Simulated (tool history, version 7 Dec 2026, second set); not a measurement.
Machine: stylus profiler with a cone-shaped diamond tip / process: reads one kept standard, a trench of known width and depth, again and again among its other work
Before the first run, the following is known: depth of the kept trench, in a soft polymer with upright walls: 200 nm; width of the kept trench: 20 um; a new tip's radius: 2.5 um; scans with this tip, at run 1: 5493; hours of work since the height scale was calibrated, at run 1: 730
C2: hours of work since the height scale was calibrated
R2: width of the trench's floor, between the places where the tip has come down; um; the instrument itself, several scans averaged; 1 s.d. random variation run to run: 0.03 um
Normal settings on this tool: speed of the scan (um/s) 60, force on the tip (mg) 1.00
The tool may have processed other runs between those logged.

run 1 hour=0.0 | speed_of_the_scan_(um/s)=60 force_on_the_tip_(mg)=1.00 | scans_with_this_tip=5493 C2=730 | depth_of_the_trench_(Å)=2007.7 R2=17.75
run 2 hour=44.6 | speed_of_the_scan_(um/s)=60 force_on_the_tip_(mg)=1.00 | scans_with_this_tip=5751 C2=764 | depth_of_the_trench_(Å)=2007.6 R2=17.72
run 3 hour=89.4 | speed_of_the_scan_(um/s)=60 force_on_the_tip_(mg)=1.00 | scans_with_this_tip=6010 C2=799 | depth_of_the_trench_(Å)=2007.7 R2=17.69
run 4 hour=130.9 | speed_of_the_scan_(um/s)=60 force_on_the_tip_(mg)=0.80 | scans_with_this_tip=6250 C2=831 | depth_of_the_trench_(Å)=2006.3 R2=17.70
run 5 hour=203.5 | speed_of_the_scan_(um/s)=60 force_on_the_tip_(mg)=0.80 | scans_with_this_tip=6670 C2=887 | depth_of_the_trench_(Å)=2006.3 R2=17.68
run 6 hour=268.3 | speed_of_the_scan_(um/s)=60 force_on_the_tip_(mg)=0.80 | scans_with_this_tip=7045 C2=936 | depth_of_the_trench_(Å)=2007.1 R2=17.68
run 7 hour=339.5 | speed_of_the_scan_(um/s)=60 force_on_the_tip_(mg)=0.80 | scans_with_this_tip=7457 C2=991 | depth_of_the_trench_(Å)=2007.1 R2=17.72
-- hour=372.0 height scale calibrated on a step standard
run 8 hour=373.8 | speed_of_the_scan_(um/s)=60 force_on_the_tip_(mg)=0.80 | scans_with_this_tip=7653 C2=1 | depth_of_the_trench_(Å)=2007.0 R2=17.71
run 9 hour=413.0 | speed_of_the_scan_(um/s)=60 force_on_the_tip_(mg)=0.59 | scans_with_this_tip=7880 C2=32 | depth_of_the_trench_(Å)=2005.4 R2=17.61
run 10 hour=480.5 | speed_of_the_scan_(um/s)=60 force_on_the_tip_(mg)=0.59 | scans_with_this_tip=8271 C2=83 | depth_of_the_trench_(Å)=2005.3 R2=17.63
run 11 hour=516.5 | speed_of_the_scan_(um/s)=60 force_on_the_tip_(mg)=0.59 | scans_with_this_tip=8479 C2=111 | depth_of_the_trench_(Å)=2005.8 R2=17.58
run 12 hour=558.5 | speed_of_the_scan_(um/s)=60 force_on_the_tip_(mg)=0.59 | scans_with_this_tip=8722 C2=143 | depth_of_the_trench_(Å)=2005.1 R2=17.57
run 13 hour=595.9 | speed_of_the_scan_(um/s)=60 force_on_the_tip_(mg)=0.59 | scans_with_this_tip=8938 C2=172 | depth_of_the_trench_(Å)=2005.2 R2=17.66
run 14 hour=655.2 | speed_of_the_scan_(um/s)=60 force_on_the_tip_(mg)=0.43 | scans_with_this_tip=9281 C2=218 | depth_of_the_trench_(Å)=2004.4 R2=17.55
run 15 hour=709.4 | speed_of_the_scan_(um/s)=60 force_on_the_tip_(mg)=0.98 | scans_with_this_tip=9595 C2=260 | depth_of_the_trench_(Å)=2007.8 R2=17.74
run 16 hour=768.5 | speed_of_the_scan_(um/s)=60 force_on_the_tip_(mg)=1.99 | scans_with_this_tip=9937 C2=305 | depth_of_the_trench_(Å)=2012.0 R2=17.83
run 17 hour=818.0 | speed_of_the_scan_(um/s)=185 force_on_the_tip_(mg)=0.43 | scans_with_this_tip=10224 C2=343 | depth_of_the_trench_(Å)=2003.9 R2=16.58
run 18 hour=877.3 | speed_of_the_scan_(um/s)=185 force_on_the_tip_(mg)=0.43 | scans_with_this_tip=10567 C2=389 | depth_of_the_trench_(Å)=2004.6 R2=16.57
run 19 hour=949.9 | speed_of_the_scan_(um/s)=33 force_on_the_tip_(mg)=2.28 | scans_with_this_tip=10987 C2=445 | depth_of_the_trench_(Å)=2013.5 R2=17.94
run 20 hour=1007.9 | speed_of_the_scan_(um/s)=148 force_on_the_tip_(mg)=0.48 | scans_with_this_tip=11323 C2=489 | depth_of_the_trench_(Å)=2004.4 R2=16.91
run 21 hour=1069.9 | speed_of_the_scan_(um/s)=35 force_on_the_tip_(mg)=1.86 | scans_with_this_tip=11681 C2=537 | depth_of_the_trench_(Å)=2011.9 R2=17.86
run 22 hour=1113.4 | speed_of_the_scan_(um/s)=35 force_on_the_tip_(mg)=1.86 | scans_with_this_tip=11933 C2=570 | depth_of_the_trench_(Å)=2012.0 R2=17.91
run 23 hour=1158.5 | speed_of_the_scan_(um/s)=225 force_on_the_tip_(mg)=2.22 | scans_with_this_tip=12194 C2=605 | depth_of_the_trench_(Å)=2013.1 R2=17.24
run 24 hour=1219.1 | speed_of_the_scan_(um/s)=144 force_on_the_tip_(mg)=0.48 | scans_with_this_tip=12545 C2=652 | depth_of_the_trench_(Å)=2005.0 R2=16.96
run 25 hour=1256.8 | speed_of_the_scan_(um/s)=55 force_on_the_tip_(mg)=2.88 | scans_with_this_tip=12763 C2=681 | depth_of_the_trench_(Å)=2015.4 R2=17.84
run 26 hour=1305.9 | speed_of_the_scan_(um/s)=55 force_on_the_tip_(mg)=2.88 | scans_with_this_tip=13047 C2=718 | depth_of_the_trench_(Å)=2015.7 R2=17.87
run 27 hour=1359.8 | speed_of_the_scan_(um/s)=55 force_on_the_tip_(mg)=2.88 | scans_with_this_tip=13359 C2=760 | depth_of_the_trench_(Å)=2015.7 R2=17.88
run 28 hour=1409.4 | speed_of_the_scan_(um/s)=162 force_on_the_tip_(mg)=1.89 | scans_with_this_tip=13646 C2=798 | depth_of_the_trench_(Å)=2011.7 R2=17.39
run 29 hour=1448.9 | speed_of_the_scan_(um/s)=141 force_on_the_tip_(mg)=1.00 | scans_with_this_tip=13874 C2=828 | depth_of_the_trench_(Å)=2007.5 R2=17.29
run 30 hour=1511.7 | speed_of_the_scan_(um/s)=141 force_on_the_tip_(mg)=1.00 | scans_with_this_tip=14238 C2=877 | depth_of_the_trench_(Å)=2007.4 R2=17.29
run 31 hour=1575.6 | speed_of_the_scan_(um/s)=141 force_on_the_tip_(mg)=1.00 | scans_with_this_tip=14608 C2=926 | depth_of_the_trench_(Å)=2007.6 R2=17.29

Branching from run 31: 3 alternative next runs. What would each branch give?
run A hour=1637.7 | speed_of_the_scan_(um/s)=239 force_on_the_tip_(mg)=0.62 | scans_with_this_tip=14967 C2=974 | depth_of_the_trench_(Å)=? R2=?
run B hour=1637.7 | speed_of_the_scan_(um/s)=141 force_on_the_tip_(mg)=1.57 | scans_with_this_tip=14967 C2=974 | depth_of_the_trench_(Å)=? R2=?
run C hour=1637.7 | speed_of_the_scan_(um/s)=17 force_on_the_tip_(mg)=1.00 | scans_with_this_tip=14967 C2=974 | depth_of_the_trench_(Å)=? R2=?

run=A depth_of_the_trench_(Å)=2005.5 R2=16.39
run=B depth_of_the_trench_(Å)=2010.7 R2=17.46
run=C depth_of_the_trench_(Å)=2008.1 R2=17.96
With no hidden state in the tool, these same runs would have given:
run=A depth_of_the_trench_(Å)=2005.5 R2=16.40
run=B depth_of_the_trench_(Å)=2010.7 R2=17.46
run=C depth_of_the_trench_(Å)=2008.1 R2=17.97

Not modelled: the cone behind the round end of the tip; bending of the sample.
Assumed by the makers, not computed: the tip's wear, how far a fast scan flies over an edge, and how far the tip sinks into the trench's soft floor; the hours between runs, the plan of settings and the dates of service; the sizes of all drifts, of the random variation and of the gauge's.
